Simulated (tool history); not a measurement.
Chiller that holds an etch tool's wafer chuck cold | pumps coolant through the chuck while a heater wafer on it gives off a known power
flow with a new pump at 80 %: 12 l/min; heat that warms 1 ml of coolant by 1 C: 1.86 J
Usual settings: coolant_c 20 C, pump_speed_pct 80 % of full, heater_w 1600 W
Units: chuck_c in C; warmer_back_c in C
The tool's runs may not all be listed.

run 1 hour=0 | coolant_c=20 pump_speed_pct=80 heater_w=1600 | chuck_c=32.6 warmer_back_c=4.29
run 2 hour=62.7 | coolant_c=11 pump_speed_pct=80 heater_w=1600 | chuck_c=23.5 warmer_back_c=4.36
run 3 hour=122.1 | coolant_c=20 pump_speed_pct=80 heater_w=1329 | chuck_c=30.4 warmer_back_c=3.6
run 4 hour=163.4 | coolant_c=20 pump_speed_pct=80 heater_w=1329 | chuck_c=30.4 warmer_back_c=3.62
run 5 hour=238 | coolant_c=20 pump_speed_pct=80 heater_w=1329 | chuck_c=30.3 warmer_back_c=3.65
run 6 hour=272.2 | coolant_c=11 pump_speed_pct=80 heater_w=1600 | chuck_c=23.7 warmer_back_c=4.44
run 7 hour=322.3 | coolant_c=11 pump_speed_pct=80 heater_w=1600 | chuck_c=23.4 warmer_back_c=4.42
run 8 hour=357.5 | coolant_c=11 pump_speed_pct=80 heater_w=1600 | chuck_c=23.6 warmer_back_c=4.47
run 9 hour=406.5 | coolant_c=11 pump_speed_pct=80 heater_w=1600 | chuck_c=23.6 warmer_back_c=4.5
run 10 hour=439.7 | coolant_c=20 pump_speed_pct=80 heater_w=1600 | chuck_c=32.5 warmer_back_c=4.46
-- hour=457.9 chiller's thermometer calibrated
run 11 hour=486.4 | coolant_c=20 pump_speed_pct=80 heater_w=1600 | chuck_c=32.4 warmer_back_c=4.51
run 12 hour=559 | coolant_c=20 pump_speed_pct=80 heater_w=1600 | chuck_c=32.6 warmer_back_c=4.52
run 13 hour=606 | coolant_c=20 pump_speed_pct=80 heater_w=1600 | chuck_c=32.6 warmer_back_c=4.56
run 14 hour=683.7 | coolant_c=20 pump_speed_pct=80 heater_w=1600 | chuck_c=32.7 warmer_back_c=4.61
run 15 hour=748.2 | coolant_c=15 pump_speed_pct=89 heater_w=1239 | chuck_c=24 warmer_back_c=3.27
run 16 hour=811.2 | coolant_c=12 pump_speed_pct=72 heater_w=1178 | chuck_c=21.9 warmer_back_c=3.82
run 17 hour=863.3 | coolant_c=12 pump_speed_pct=66 heater_w=1576 | chuck_c=26.4 warmer_back_c=5.55
run 18 hour=922.6 | coolant_c=20 pump_speed_pct=80 heater_w=1276 | chuck_c=30 warmer_back_c=3.79
run 19 hour=995.6 | coolant_c=28 pump_speed_pct=61 heater_w=1263 | chuck_c=40.2 warmer_back_c=4.91
run 20 hour=1050 | coolant_c=14 pump_speed_pct=84 heater_w=900 | chuck_c=20.8 warmer_back_c=2.76
run 21 hour=1085.9 | coolant_c=19 pump_speed_pct=79 heater_w=900 | chuck_c=26.2 warmer_back_c=2.86
-- hour=1106.6 gauge calibrated
run 22 hour=1163.9 | coolant_c=10 pump_speed_pct=80 heater_w=1600 | chuck_c=22.6 warmer_back_c=4.24
run 23 hour=1227.7 | coolant_c=13 pump_speed_pct=75 heater_w=1600 | chuck_c=26.1 warmer_back_c=4.69
run 24 hour=1297.5 | coolant_c=13 pump_speed_pct=75 heater_w=1600 | chuck_c=26.2 warmer_back_c=4.68
run 25 hour=1370.4 | coolant_c=17 pump_speed_pct=83 heater_w=1600 | chuck_c=29.2 warmer_back_c=4.3
run 26 hour=1407.2 | coolant_c=17 pump_speed_pct=83 heater_w=1600 | chuck_c=29.2 warmer_back_c=4.33

3 ways to go on from here, each from the tool as it stands after run 26. What would each give?
run A hour=1451 | coolant_c=14 pump_speed_pct=72 heater_w=1721 | chuck_c=? warmer_back_c=?
run B hour=1451 | coolant_c=16 pump_speed_pct=66 heater_w=1419 | chuck_c=? warmer_back_c=?
run C hour=1451 | coolant_c=29 pump_speed_pct=63 heater_w=807 | chuck_c=? warmer_back_c=?

run=A chuck_c=28.6 warmer_back_c=5.35
run=B chuck_c=28.9 warmer_back_c=4.79
run=C chuck_c=36.6 warmer_back_c=2.91
Without the tool's hidden state the same runs would have given:
run=A chuck_c=28.6 warmer_back_c=5.2
run=B chuck_c=28.9 warmer_back_c=4.64
run=C chuck_c=36.6 warmer_back_c=2.76
